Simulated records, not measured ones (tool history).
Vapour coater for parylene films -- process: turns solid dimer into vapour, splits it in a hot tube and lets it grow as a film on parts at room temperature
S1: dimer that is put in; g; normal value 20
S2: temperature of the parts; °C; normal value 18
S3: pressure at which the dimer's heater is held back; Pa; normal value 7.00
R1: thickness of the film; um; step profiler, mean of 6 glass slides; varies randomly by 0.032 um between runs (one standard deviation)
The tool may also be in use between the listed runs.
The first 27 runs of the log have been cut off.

run 28 hour=1462.9 | S1=12 S2=18 S3=7.00 | R1=2.63
-- hour=1512.4 trap's valve overhauled
run 29 hour=1527.7 | S1=12 S2=18 S3=10.24 | R1=2.46
run 30 hour=1594.2 | S1=12 S2=18 S3=10.24 | R1=2.47
run 31 hour=1663.9 | S1=21 S2=21 S3=9.33 | R1=4.14
run 32 hour=1696.6 | S1=34 S2=11 S3=7.00 | R1=8.61
run 33 hour=1737.6 | S1=19 S2=23 S3=7.00 | R1=3.81
-- hour=1769.6 table's thermometer calibrated
run 34 hour=1800.2 | S1=30 S2=18 S3=7.00 | R1=6.71
run 35 hour=1856.8 | S1=11 S2=18 S3=2.02 | R1=2.99
run 36 hour=1891.9 | S1=11 S2=18 S3=2.02 | R1=2.99
run 37 hour=1951.4 | S1=35 S2=18 S3=2.06 | R1=9.60
run 38 hour=1982.2 | S1=32 S2=11 S3=10.19 | R1=7.58
run 39 hour=2027.5 | S1=32 S2=11 S3=10.19 | R1=7.59
run 40 hour=2098.2 | S1=32 S2=11 S3=10.19 | R1=7.45
run 41 hour=2137.7 | S1=20 S2=18 S3=6.18 | R1=4.50
run 42 hour=2183.1 | S1=12 S2=15 S3=6.18 | R1=2.90
run 43 hour=2252.6 | S1=26 S2=14 S3=7.00 | R1=6.21
run 44 hour=2321.5 | S1=26 S2=14 S3=7.00 | R1=6.14
run 45 hour=2353.4 | S1=26 S2=14 S3=7.00 | R1=6.30
run 46 hour=2398.0 | S1=26 S2=14 S3=7.00 | R1=6.15

Branching from run 46: 3 alternative next runs. What would each branch give?
run A hour=2451.8 | S1=30 S2=18 S3=10.33 | R1=?
run B hour=2451.8 | S1=21 S2=27 S3=4.09 | R1=?
run C hour=2451.8 | S1=26 S2=11 S3=7.00 | R1=?

run=A R1=6.17
run=B R1=4.23
run=C R1=6.67
Without the tool's unlogged condition, the same runs would have read:
run=A R1=6.18
run=B R1=4.24
run=C R1=6.68

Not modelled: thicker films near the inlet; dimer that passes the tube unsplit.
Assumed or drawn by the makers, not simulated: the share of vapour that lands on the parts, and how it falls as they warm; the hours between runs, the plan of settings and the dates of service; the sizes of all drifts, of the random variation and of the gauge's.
